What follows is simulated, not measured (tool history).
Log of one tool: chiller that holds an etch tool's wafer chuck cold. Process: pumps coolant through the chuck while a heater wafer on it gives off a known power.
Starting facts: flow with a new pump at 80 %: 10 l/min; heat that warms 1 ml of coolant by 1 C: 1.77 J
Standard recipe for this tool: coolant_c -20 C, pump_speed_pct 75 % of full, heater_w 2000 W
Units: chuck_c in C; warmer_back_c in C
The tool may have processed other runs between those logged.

run    hour  coolant_c  pump_speed_pct  heater_w  chuck_c  warmer_back_c
  1     0.0        -20              75      2000      0.8           7.68
  2    58.7        -20              75      2000      0.8           7.71
  3   144.5        -20              75      1468     -4.8           5.65
  4   196.9        -20              75      1918      0.0           7.35
  5   255.6        -16              75      2000      5.0           7.66
  6   370.5        -16              75      1993      4.8           7.65
  7   423.9        -19              75      2000      1.8           7.75
  8   542.8        -19              75      2000      2.0           7.67
  9   658.5        -19              75      2000      1.8           7.74
 10   740.5        -19              75      2000      2.0           7.69
 11   860.8        -28              98      1346    -16.0           3.95
      868.5  -- chiller's thermometer calibrated
 12   982.5        -27              63      1346    -11.4           6.26
     1102.3  -- chiller's thermometer calibrated, once more
 13  1102.3        -20              70      2538      8.1          10.69
 14  1206.3        -20              70      2538      7.8          10.62
 15  1310.5        -22              70      2538      6.0          10.62
 16  1384.5        -22              70      2538      6.1          10.59
 17  1459.1        -17              78      1336     -3.2           5.02
 18  1510.7        -15              75      1275     -1.4           5.04
 19  1583.6        -28              82      2138     -6.5           7.66
 20  1681.5        -28              82      2138     -6.3           7.63

Consider 3 possible next runs. They are alternatives, not a sequence: every one starts from the tool as it was left by run 20. What does each give?
  A  1798.9        -19              64      2138        ?              ?
  B  1798.9        -18              98      2138        ?              ?
  C  1798.9        -20              76      1449        ?              ?

run  chuck_c  warmer_back_c
  A      6.1           9.90
  B      1.6           6.35
  C     -4.7           5.61
Stripped of hidden state, with their random variation kept, the same runs would have yielded:
run  chuck_c  warmer_back_c
  A      4.5           9.13
  B      0.3           5.85
  C     -5.7           5.17
